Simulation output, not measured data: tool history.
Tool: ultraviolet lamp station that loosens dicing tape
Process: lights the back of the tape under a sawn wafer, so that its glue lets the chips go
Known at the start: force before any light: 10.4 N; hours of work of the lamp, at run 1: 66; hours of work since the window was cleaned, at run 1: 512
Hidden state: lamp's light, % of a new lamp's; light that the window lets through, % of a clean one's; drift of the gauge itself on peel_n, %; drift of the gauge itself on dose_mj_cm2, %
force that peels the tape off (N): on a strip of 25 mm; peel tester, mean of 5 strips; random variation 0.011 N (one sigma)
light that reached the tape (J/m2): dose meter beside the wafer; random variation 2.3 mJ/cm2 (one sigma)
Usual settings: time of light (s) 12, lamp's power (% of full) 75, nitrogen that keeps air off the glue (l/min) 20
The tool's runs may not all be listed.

run,hour,time of light (s),lamp's power (% of full),nitrogen that keeps air off the glue (l/min),hours of work of the lamp,hours of work since the window was cleaned,force that peels the tape off (N),light that reached the tape (J/m2)
1,0.0,12,75,20,66,512,0.597,2120
# hour 4.4: window cleaned of glue's vapour
2,31.3,12,75,20,79,11,0.495,2280
3,50.6,12,75,20,87,19,0.495,2290
4,93.3,12,75,20,104,36,0.534,2270
5,130.9,7,75,20,119,52,1.645,1330
6,149.5,7,89,20,127,59,1.243,1520
7,175.6,7,89,20,138,70,1.196,1520
8,200.6,12,75,9,148,80,1.041,2200
9,233.1,12,75,9,161,94,1.048,2200
10,272.0,12,75,9,177,110,1.082,2160
11,311.5,12,75,9,193,126,1.124,2120
12,331.7,12,75,9,202,134,1.131,2110
13,355.0,12,75,9,211,144,1.158,2090
14,392.9,12,75,16,227,159,0.762,2100
15,420.2,12,75,16,238,170,0.741,2080
16,457.0,12,95,20,253,185,0.394,2560
17,500.3,12,95,20,271,203,0.394,2560
18,528.3,12,95,20,282,214,0.421,2570
19,551.7,19,95,20,292,224,0.196,4010
20,583.0,15,75,20,304,237,0.438,2450
21,601.2,15,75,20,312,244,0.441,2460
22,627.1,12,75,28,323,255,0.563,1950
23,648.6,23,65,18,331,264,0.273,3190
24,670.9,23,63,11,340,273,0.416,3080
25,689.1,23,63,11,348,280,0.434,3040
26,722.0,12,75,29,361,294,0.615,1880
27,748.8,12,69,7,372,305,1.954,1730
28,775.2,6,76,9,383,316,3.840,940
29,796.8,7,75,14,392,324,2.664,1090
30,814.3,6,67,14,399,332,3.727,830
31,855.4,8,90,35,416,348,1.003,1430
32,889.7,20,90,35,430,362,0.185,3580
33,919.9,12,75,24,442,375,0.818,1750
34,939.4,10,76,7,450,383,2.413,1520
35,957.0,21,86,16,458,390,0.246,3560
36,989.3,8,91,7,471,403,2.656,1430
37,1014.7,19,72,20,481,414,0.378,2650
38,1046.4,9,72,12,494,427,2.375,1260
39,1083.9,6,91,14,510,442,2.765,1040
40,1105.4,22,91,7,518,451,0.399,3650
41,1123.4,13,91,7,526,458,1.288,2180
42,1151.5,12,75,11,537,470,1.577,1670
43,1169.5,12,75,11,545,477,1.621,1650

Measured less the same run without the tool's hidden state. The same run-to-run variation is in both; the gauge's scatter may not be:
run,force that peels the tape off (N),light that reached the tape (J/m2)
1,+0.143,-280
2,+0.045,-100
3,+0.050,-110
4,+0.063,-130
5,+0.184,-90
6,+0.167,-120
7,+0.177,-120
8,+0.175,-200
9,+0.191,-210
10,+0.217,-240
11,+0.244,-270
12,+0.257,-280
13,+0.277,-290
14,+0.210,-320
15,+0.213,-330
16,+0.108,-450
17,+0.115,-490
18,+0.132,-500
19,+0.019,-820
20,+0.145,-530
21,+0.152,-550
22,+0.212,-450
23,+0.071,-780
24,+0.150,-770
25,+0.159,-790
26,+0.255,-500
27,+0.693,-480
28,+0.964,-270
29,+0.859,-320
30,+0.997,-250
31,+0.464,-460
32,+0.017,-1210
33,+0.401,-620
34,+0.938,-540
35,+0.065,-1290
36,+1.039,-540
37,+0.166,-1020
38,+1.018,-490
39,+1.124,-430
40,+0.186,-1580
41,+0.700,-960
42,+0.834,-750
43,+0.870,-760
